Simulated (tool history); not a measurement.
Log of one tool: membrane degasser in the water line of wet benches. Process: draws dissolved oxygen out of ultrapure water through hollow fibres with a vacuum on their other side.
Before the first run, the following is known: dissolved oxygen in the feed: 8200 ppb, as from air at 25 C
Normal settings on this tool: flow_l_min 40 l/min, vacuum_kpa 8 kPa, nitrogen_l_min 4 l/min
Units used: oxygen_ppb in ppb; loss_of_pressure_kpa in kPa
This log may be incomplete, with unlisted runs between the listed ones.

Run 1, hour 0: usual settings. Result: oxygen_ppb 144 ppb, loss_of_pressure_kpa 65 kPa.
Run 2, hour 73.9: usual settings. Result: oxygen_ppb 143.8 ppb, loss_of_pressure_kpa 65.41 kPa.
Run 3, hour 146.2: usual settings. Result: oxygen_ppb 145.5 ppb, loss_of_pressure_kpa 65.15 kPa.
Run 4, hour 220.2: usual settings. Result: oxygen_ppb 141.8 ppb, loss_of_pressure_kpa 65.19 kPa.
Run 5, hour 297.4: usual settings. Result: oxygen_ppb 146.5 ppb, loss_of_pressure_kpa 65.75 kPa.
Run 6, hour 340.4: usual settings. Result: oxygen_ppb 145.7 ppb, loss_of_pressure_kpa 65.71 kPa.
Run 7, hour 384.1: usual settings. Result: oxygen_ppb 142.6 ppb, loss_of_pressure_kpa 65.31 kPa.
Run 8, hour 430.3: usual settings. Result: oxygen_ppb 144.2 ppb, loss_of_pressure_kpa 65.36 kPa.
Run 9, hour 492.3: usual settings. Result: oxygen_ppb 146.5 ppb, loss_of_pressure_kpa 65.26 kPa.
Run 10, hour 530.4: usual settings. Result: oxygen_ppb 143.3 ppb, loss_of_pressure_kpa 65.25 kPa.
Run 11, hour 578.8: usual settings. Result: oxygen_ppb 146.7 ppb, loss_of_pressure_kpa 65.26 kPa.
Run 12, hour 624.2: usual settings. Result: oxygen_ppb 146.8 ppb, loss_of_pressure_kpa 65.42 kPa.
Run 13, hour 675.4: usual settings. Result: oxygen_ppb 145.7 ppb, loss_of_pressure_kpa 65.63 kPa.
Run 14, hour 746.5: usual settings. Result: oxygen_ppb 145.3 ppb, loss_of_pressure_kpa 65.32 kPa.
Run 15, hour 804.1: usual settings. Result: oxygen_ppb 147.9 ppb, loss_of_pressure_kpa 65.83 kPa.
Run 16, hour 869.9: usual settings. Result: oxygen_ppb 145.2 ppb, loss_of_pressure_kpa 65.43 kPa.
Run 17, hour 903: usual settings but flow_l_min 41 l/min. Result: oxygen_ppb 152.8 ppb, loss_of_pressure_kpa 67.4 kPa.
At hour 908: vacuum gauge calibrated.
Run 18, hour 963.3: usual settings but flow_l_min 41 l/min. Result: oxygen_ppb 151.6 ppb, loss_of_pressure_kpa 67.12 kPa.
Run 19, hour 1034.6: usual settings but flow_l_min 41 l/min. Result: oxygen_ppb 156.3 ppb, loss_of_pressure_kpa 67.23 kPa.
Run 20, hour 1107.7: usual settings but nitrogen_l_min 3.31 l/min. Result: oxygen_ppb 173.1 ppb, loss_of_pressure_kpa 65.84 kPa.
At hour 1125.4: vacuum gauge calibrated, once more.
Run 21, hour 1161: usual settings but flow_l_min 53 l/min. Result: oxygen_ppb 198 ppb, loss_of_pressure_kpa 87.26 kPa.
Run 22, hour 1201.3: usual settings but vacuum_kpa 5.08 kPa, nitrogen_l_min 11.73 l/min. Result: oxygen_ppb 45.8 ppb, loss_of_pressure_kpa 65.65 kPa.
Run 23, hour 1243.3: usual settings but vacuum_kpa 7.84 kPa. Result: oxygen_ppb 139 ppb, loss_of_pressure_kpa 65.75 kPa.
Run 24, hour 1286.2: usual settings but vacuum_kpa 7.84 kPa. Result: oxygen_ppb 138.7 ppb, loss_of_pressure_kpa 65.73 kPa.
Run 25, hour 1361.1: usual settings but flow_l_min 30 l/min, vacuum_kpa 13.29 kPa, nitrogen_l_min 6.73 l/min. Result: oxygen_ppb 121.8 ppb, loss_of_pressure_kpa 49.57 kPa.
Run 26, hour 1393.4: usual settings but flow_l_min 56 l/min, vacuum_kpa 7.57 kPa, nitrogen_l_min 7.81 l/min. Result: oxygen_ppb 135.8 ppb, loss_of_pressure_kpa 92.09 kPa.
Run 27, hour 1454.4: usual settings but flow_l_min 51 l/min, vacuum_kpa 10.59 kPa, nitrogen_l_min 4.56 l/min. Result: oxygen_ppb 235.9 ppb, loss_of_pressure_kpa 84.12 kPa.
Run 28, hour 1509.3: usual settings but flow_l_min 58 l/min, vacuum_kpa 10.48 kPa, nitrogen_l_min 7.69 l/min. Result: oxygen_ppb 197 ppb, loss_of_pressure_kpa 95.32 kPa.
Run 29, hour 1580.7: usual settings but flow_l_min 55 l/min, vacuum_kpa 10.48 kPa, nitrogen_l_min 2.58 l/min. Result: oxygen_ppb 391.5 ppb, loss_of_pressure_kpa 90.73 kPa.
Run 30, hour 1646.9: usual settings but flow_l_min 55 l/min, vacuum_kpa 10.48 kPa, nitrogen_l_min 2.58 l/min. Result: oxygen_ppb 388.3 ppb, loss_of_pressure_kpa 90.82 kPa.
Run 31, hour 1715.7: usual settings but flow_l_min 49 l/min, vacuum_kpa 10.48 kPa, nitrogen_l_min 2.58 l/min. Result: oxygen_ppb 348.6 ppb, loss_of_pressure_kpa 80.4 kPa.
Run 32, hour 1791.5: usual settings but flow_l_min 49 l/min, vacuum_kpa 10.48 kPa, nitrogen_l_min 2.58 l/min. Result: oxygen_ppb 353.8 ppb, loss_of_pressure_kpa 80.85 kPa.

What if the next run were any one of these 4? Each begins from the tool's condition after run 32:
Run A, hour 1863.7: usual settings but flow_l_min 25 l/min, nitrogen_l_min 4.59 l/min. Result: oxygen_ppb ?, loss_of_pressure_kpa ?.
Run B, hour 1863.7: usual settings but flow_l_min 36 l/min, vacuum_kpa 10.48 kPa, nitrogen_l_min 2.58 l/min. Result: oxygen_ppb ?, loss_of_pressure_kpa ?.
Run C, hour 1863.7: usual settings but flow_l_min 25 l/min, vacuum_kpa 9.74 kPa. Result: oxygen_ppb ?, loss_of_pressure_kpa ?.
Run D, hour 1863.7: usual settings but flow_l_min 43 l/min, vacuum_kpa 6.44 kPa, nitrogen_l_min 2.58 l/min. Result: oxygen_ppb ?, loss_of_pressure_kpa ?.

run  oxygen_ppb  loss_of_pressure_kpa
  A        72.7                 41.25
  B       253.3                 59.81
  C       107.8                 41.35
  D         157                 70.99
The same runs, with their run-to-run variation unchanged, on a tool lacking any hidden condition would have given:
run  oxygen_ppb  loss_of_pressure_kpa
  A        70.4                 40.23
  B       248.4                 58.33
  C       105.3                 40.33
  D       150.9                 69.23

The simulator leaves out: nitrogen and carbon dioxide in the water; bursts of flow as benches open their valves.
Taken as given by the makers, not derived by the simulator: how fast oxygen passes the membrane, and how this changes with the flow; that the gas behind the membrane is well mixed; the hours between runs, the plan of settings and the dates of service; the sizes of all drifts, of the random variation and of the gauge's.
